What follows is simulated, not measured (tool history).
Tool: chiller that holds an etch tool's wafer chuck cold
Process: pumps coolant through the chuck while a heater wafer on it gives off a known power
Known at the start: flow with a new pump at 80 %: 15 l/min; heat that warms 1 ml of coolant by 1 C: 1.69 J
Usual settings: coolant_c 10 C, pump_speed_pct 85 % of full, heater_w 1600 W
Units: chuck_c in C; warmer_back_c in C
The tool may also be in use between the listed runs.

run,hour,coolant_c,pump_speed_pct,heater_w,chuck_c,warmer_back_c
1,0.0,10,85,1600,25.1,3.58
2,26.8,10,85,1623,25.5,3.67
3,46.8,10,85,1623,25.5,3.64
4,75.4,10,85,1600,25.0,3.61
5,104.5,10,85,1600,25.4,3.61
6,138.3,10,85,1600,25.2,3.60
7,163.4,10,85,1600,25.4,3.63
8,182.3,10,85,1600,25.1,3.63
9,206.0,10,85,1600,25.2,3.61
10,239.4,10,85,1528,24.7,3.46
# hour 244.4: chiller's thermometer calibrated
11,263.4,10,85,1528,24.4,3.44
12,280.2,10,68,1600,28.6,4.49
13,311.5,12,85,1600,27.0,3.61
14,342.9,12,85,1600,26.9,3.60
15,363.7,10,85,1959,28.7,4.53
# hour 381.3: chiller's thermometer calibrated, once more
16,387.9,10,85,1600,25.7,3.62
17,406.6,10,85,1101,20.9,2.51
18,423.1,16,72,1260,30.3,3.37
19,448.4,10,61,1602,31.1,5.13
20,483.1,6,66,1602,25.6,4.70
21,502.5,6,87,956,15.0,2.13
22,536.2,10,89,1264,22.0,2.76
23,558.8,15,76,2290,39.9,5.87
24,575.6,15,76,2290,39.9,5.91
25,605.9,19,96,1738,34.2,3.47
26,623.9,5,96,829,12.3,1.69
27,656.0,10,80,1318,23.8,3.29
28,678.4,13,63,1662,34.4,5.15
29,710.6,13,63,1662,34.5,5.13
30,731.2,13,84,1405,27.1,3.25
31,766.1,13,84,1405,26.9,3.27
32,798.0,9,85,844,17.5,1.96

3 ways to go on from here, each from the tool as it stands after run 32. What would each give?
A,822.9,15,70,2350,?,?
B,822.9,13,92,1600,?,?
C,822.9,20,96,1057,?,?

run,chuck_c,warmer_back_c
A,42.7,6.53
B,27.9,3.36
C,29.2,2.20
Without the tool's hidden state the same runs would have given:
run,chuck_c,warmer_back_c
A,38.1,6.34
B,25.5,3.26
C,27.7,2.13
